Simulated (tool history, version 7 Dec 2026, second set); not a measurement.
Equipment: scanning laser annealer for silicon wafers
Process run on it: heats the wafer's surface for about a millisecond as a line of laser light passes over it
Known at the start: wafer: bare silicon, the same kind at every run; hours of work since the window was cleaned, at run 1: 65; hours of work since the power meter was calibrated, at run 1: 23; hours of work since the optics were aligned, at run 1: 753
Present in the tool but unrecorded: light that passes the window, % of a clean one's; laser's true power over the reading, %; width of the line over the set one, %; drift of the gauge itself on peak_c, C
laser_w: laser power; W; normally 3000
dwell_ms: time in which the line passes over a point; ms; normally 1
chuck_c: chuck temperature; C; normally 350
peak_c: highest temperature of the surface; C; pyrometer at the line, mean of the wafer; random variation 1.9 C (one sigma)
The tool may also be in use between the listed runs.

run	hour	laser_w	dwell_ms	chuck_c	hours of work since the window was cleaned	hours of work since the power meter was calibrated	hours of work since the optics were aligned	peak_c
1	0	3000	1	350	65	23	753	1094
2	7.7	3000	1	350	70	28	758	1094
3	18.7	3000	1	324	78	36	766	1065
4	30.6	3000	1	324	86	44	774	1071
5	36	3000	1	340	89	48	777	1082
6	47.7	3000	1	340	97	56	785	1085
7	58.2	3000	1	340	105	63	792	1081
8	66.3	2615	1	350	110	68	798	1007
9	72.9	3000	1.07	350	115	73	802	1113
10	81.2	3000	1.07	350	120	78	808	1113
# hour 83.9: window over the wafer cleaned
11	94	2985	0.96	357	7	86	816	1078

Run 12 comes next. What will it give?
12	100	2865	0.86	356	11	90	820	?

Run 12 measured peak_c 1019 C.
Minus the tool's unlogged condition, the same run would have read peak_c 1033 C.
